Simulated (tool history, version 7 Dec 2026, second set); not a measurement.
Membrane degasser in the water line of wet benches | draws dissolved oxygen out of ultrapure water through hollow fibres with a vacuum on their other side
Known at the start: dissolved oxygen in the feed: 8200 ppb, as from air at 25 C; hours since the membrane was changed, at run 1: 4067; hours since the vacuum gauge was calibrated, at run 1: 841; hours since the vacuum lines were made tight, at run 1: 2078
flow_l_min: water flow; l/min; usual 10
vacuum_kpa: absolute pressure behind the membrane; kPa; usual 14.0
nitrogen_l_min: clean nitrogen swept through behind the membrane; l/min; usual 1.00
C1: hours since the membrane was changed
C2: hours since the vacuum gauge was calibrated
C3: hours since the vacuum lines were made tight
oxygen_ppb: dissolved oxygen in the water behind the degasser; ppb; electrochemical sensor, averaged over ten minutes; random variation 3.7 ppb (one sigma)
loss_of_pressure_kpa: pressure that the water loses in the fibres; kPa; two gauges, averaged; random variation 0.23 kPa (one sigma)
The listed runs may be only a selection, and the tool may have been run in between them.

Run 1, hour 0.0: usual settings; C1 4067; C2 841; C3 2078. Result: oxygen_ppb 363.7 ppb, loss_of_pressure_kpa 56.32 kPa.
Run 2, hour 61.6: usual settings; C1 4128; C2 903; C3 2139. Result: oxygen_ppb 368.9 ppb, loss_of_pressure_kpa 55.78 kPa.
Run 3, hour 187.4: usual settings; C1 4254; C2 1028; C3 2265. Result: oxygen_ppb 373.7 ppb, loss_of_pressure_kpa 56.32 kPa.
Run 4, hour 260.7: usual settings; C1 4328; C2 1102; C3 2338. Result: oxygen_ppb 367.9 ppb, loss_of_pressure_kpa 56.04 kPa.
Run 5, hour 361.3: usual settings but nitrogen_l_min 2.82 l/min; C1 4428; C2 1202; C3 2439. Result: oxygen_ppb 224.5 ppb, loss_of_pressure_kpa 55.77 kPa.
Run 6, hour 450.1: usual settings but nitrogen_l_min 2.82 l/min; C1 4517; C2 1291; C3 2528. Result: oxygen_ppb 221.2 ppb, loss_of_pressure_kpa 55.94 kPa.
Run 7, hour 508.0: usual settings but vacuum_kpa 13.2 kPa; C1 4575; C2 1349; C3 2586. Result: oxygen_ppb 358.2 ppb, loss_of_pressure_kpa 55.64 kPa.
Run 8, hour 609.0: usual settings but flow_l_min 8 l/min; C1 4676; C2 1450; C3 2687. Result: oxygen_ppb 257.6 ppb, loss_of_pressure_kpa 44.54 kPa.
Run 9, hour 738.7: usual settings but nitrogen_l_min 0.97 l/min; C1 4806; C2 1580; C3 2816. Result: oxygen_ppb 384.5 ppb, loss_of_pressure_kpa 55.75 kPa.
Run 10, hour 809.4: usual settings; C1 4876; C2 1650; C3 2887. Result: oxygen_ppb 367.7 ppb, loss_of_pressure_kpa 56.14 kPa.
Run 11, hour 919.1: usual settings; C1 4986; C2 1760; C3 2997. Result: oxygen_ppb 374.7 ppb, loss_of_pressure_kpa 55.86 kPa.
Run 12, hour 987.5: usual settings; C1 5054; C2 1829; C3 3065. Result: oxygen_ppb 376.3 ppb, loss_of_pressure_kpa 55.77 kPa.
Run 13, hour 1089.9: usual settings but flow_l_min 7 l/min; C1 5157; C2 1931; C3 3167. Result: oxygen_ppb 207.9 ppb, loss_of_pressure_kpa 39.09 kPa.
Run 14, hour 1216.5: usual settings; C1 5283; C2 2058; C3 3294. Result: oxygen_ppb 371.0 ppb, loss_of_pressure_kpa 55.20 kPa.
Run 15, hour 1271.4: usual settings; C1 5338; C2 2112; C3 3349. Result: oxygen_ppb 374.3 ppb, loss_of_pressure_kpa 55.23 kPa.
Run 16, hour 1328.4: usual settings; C1 5395; C2 2169; C3 3406. Result: oxygen_ppb 369.6 ppb, loss_of_pressure_kpa 55.32 kPa.
Run 17, hour 1382.1: usual settings; C1 5449; C2 2223; C3 3460. Result: oxygen_ppb 376.7 ppb, loss_of_pressure_kpa 55.50 kPa.
Run 18, hour 1508.5: usual settings but flow_l_min 11 l/min, vacuum_kpa 15.9 kPa, nitrogen_l_min 2.11 l/min; C1 5575; C2 2350; C3 3586. Result: oxygen_ppb 324.0 ppb, loss_of_pressure_kpa 60.78 kPa.
Run 19, hour 1598.4: usual settings but vacuum_kpa 14.2 kPa; C1 5665; C2 2439; C3 3676. Result: oxygen_ppb 376.8 ppb, loss_of_pressure_kpa 55.62 kPa.
Run 20, hour 1693.9: usual settings but vacuum_kpa 14.2 kPa; C1 5761; C2 2535; C3 3771. Result: oxygen_ppb 379.9 ppb, loss_of_pressure_kpa 55.05 kPa.
Run 21, hour 1757.8: usual settings but vacuum_kpa 31.0 kPa, nitrogen_l_min 0.50 l/min; C1 5825; C2 2599; C3 3835. Result: oxygen_ppb 1194.1 ppb, loss_of_pressure_kpa 54.78 kPa.
Run 22, hour 1869.7: usual settings but vacuum_kpa 31.0 kPa, nitrogen_l_min 0.50 l/min; C1 5937; C2 2711; C3 3947. Result: oxygen_ppb 1186.3 ppb, loss_of_pressure_kpa 55.12 kPa.
Run 23, hour 1985.0: usual settings but flow_l_min 11 l/min, vacuum_kpa 31.0 kPa, nitrogen_l_min 0.50 l/min; C1 6052; C2 2826; C3 4063. Result: oxygen_ppb 1299.4 ppb, loss_of_pressure_kpa 60.65 kPa.
Run 24, hour 2076.2: usual settings but flow_l_min 11 l/min, vacuum_kpa 31.0 kPa, nitrogen_l_min 0.50 l/min; C1 6143; C2 2917; C3 4154. Result: oxygen_ppb 1333.2 ppb, loss_of_pressure_kpa 60.52 kPa.
Run 25, hour 2162.5: usual settings but flow_l_min 7 l/min, vacuum_kpa 34.3 kPa, nitrogen_l_min 1.32 l/min; C1 6229; C2 3004; C3 4240. Result: oxygen_ppb 415.5 ppb, loss_of_pressure_kpa 38.73 kPa.
Run 26, hour 2284.9: usual settings but vacuum_kpa 17.5 kPa, nitrogen_l_min 1.51 l/min; C1 6352; C2 3126; C3 4362. Result: oxygen_ppb 350.2 ppb, loss_of_pressure_kpa 54.68 kPa.
At hour 2323.6: gauge calibrated.
Run 27, hour 2415.2: usual settings but flow_l_min 16 l/min, vacuum_kpa 30.7 kPa, nitrogen_l_min 0.97 l/min; C1 6482; C2 3256; C3 4493. Result: oxygen_ppb 1311.1 ppb, loss_of_pressure_kpa 90.23 kPa.
Run 28, hour 2491.9: usual settings but flow_l_min 11 l/min, vacuum_kpa 16.6 kPa, nitrogen_l_min 2.25 l/min; C1 6559; C2 3333; C3 4569. Result: oxygen_ppb 322.8 ppb, loss_of_pressure_kpa 62.16 kPa.
Run 29, hour 2548.8: usual settings but flow_l_min 11 l/min, vacuum_kpa 16.6 kPa, nitrogen_l_min 2.25 l/min; C1 6616; C2 3390; C3 4626. Result: oxygen_ppb 325.1 ppb, loss_of_pressure_kpa 61.57 kPa.
Run 30, hour 2621.4: usual settings but flow_l_min 11 l/min, vacuum_kpa 16.6 kPa, nitrogen_l_min 2.25 l/min; C1 6688; C2 3462; C3 4699. Result: oxygen_ppb 325.4 ppb, loss_of_pressure_kpa 61.56 kPa.
Run 31, hour 2681.5: usual settings but flow_l_min 11 l/min, vacuum_kpa 16.6 kPa, nitrogen_l_min 2.25 l/min; C1 6748; C2 3523; C3 4759. Result: oxygen_ppb 329.1 ppb, loss_of_pressure_kpa 61.60 kPa.

Branching from run 31: 5 alternative next runs. What would each branch give?
At hour 2717.3: vacuum gauge calibrated.
Run A, hour 2805.9: usual settings but flow_l_min 7 l/min, nitrogen_l_min 2.03 l/min; C1 6872; C2 89; C3 4883. Result: oxygen_ppb ?, loss_of_pressure_kpa ?.
At hour 2717.3: vacuum gauge calibrated.
Run B, hour 2805.9: usual settings but nitrogen_l_min 0.68 l/min; C1 6872; C2 89; C3 4883. Result: oxygen_ppb ?, loss_of_pressure_kpa ?.
At hour 2717.3: vacuum gauge calibrated.
Run C, hour 2805.9: usual settings but flow_l_min 12 l/min, vacuum_kpa 19.5 kPa, nitrogen_l_min 2.25 l/min; C1 6872; C2 89; C3 4883. Result: oxygen_ppb ?, loss_of_pressure_kpa ?.
At hour 2717.3: vacuum gauge calibrated.
Run D, hour 2805.9: usual settings but flow_l_min 7 l/min, vacuum_kpa 23.6 kPa, nitrogen_l_min 2.05 l/min; C1 6872; C2 89; C3 4883. Result: oxygen_ppb ?, loss_of_pressure_kpa ?.
At hour 2717.3: vacuum gauge calibrated.
Run E, hour 2805.9: usual settings but flow_l_min 12 l/min, vacuum_kpa 10.0 kPa, nitrogen_l_min 2.24 l/min; C1 6872; C2 89; C3 4883. Result: oxygen_ppb ?, loss_of_pressure_kpa ?.

run  oxygen_ppb  loss_of_pressure_kpa
  A       127.8                 38.81
  B       478.1                 55.69
  C       421.0                 66.71
  D       202.5                 39.22
  E       306.3                 67.54
Take away the tool's hidden state, keep each run's random variation, and the runs would have read:
run  oxygen_ppb  loss_of_pressure_kpa
  A       127.5                 38.98
  B       477.5                 55.93
  C       420.2                 66.99
  D       202.2                 39.39
  E       305.5                 67.82
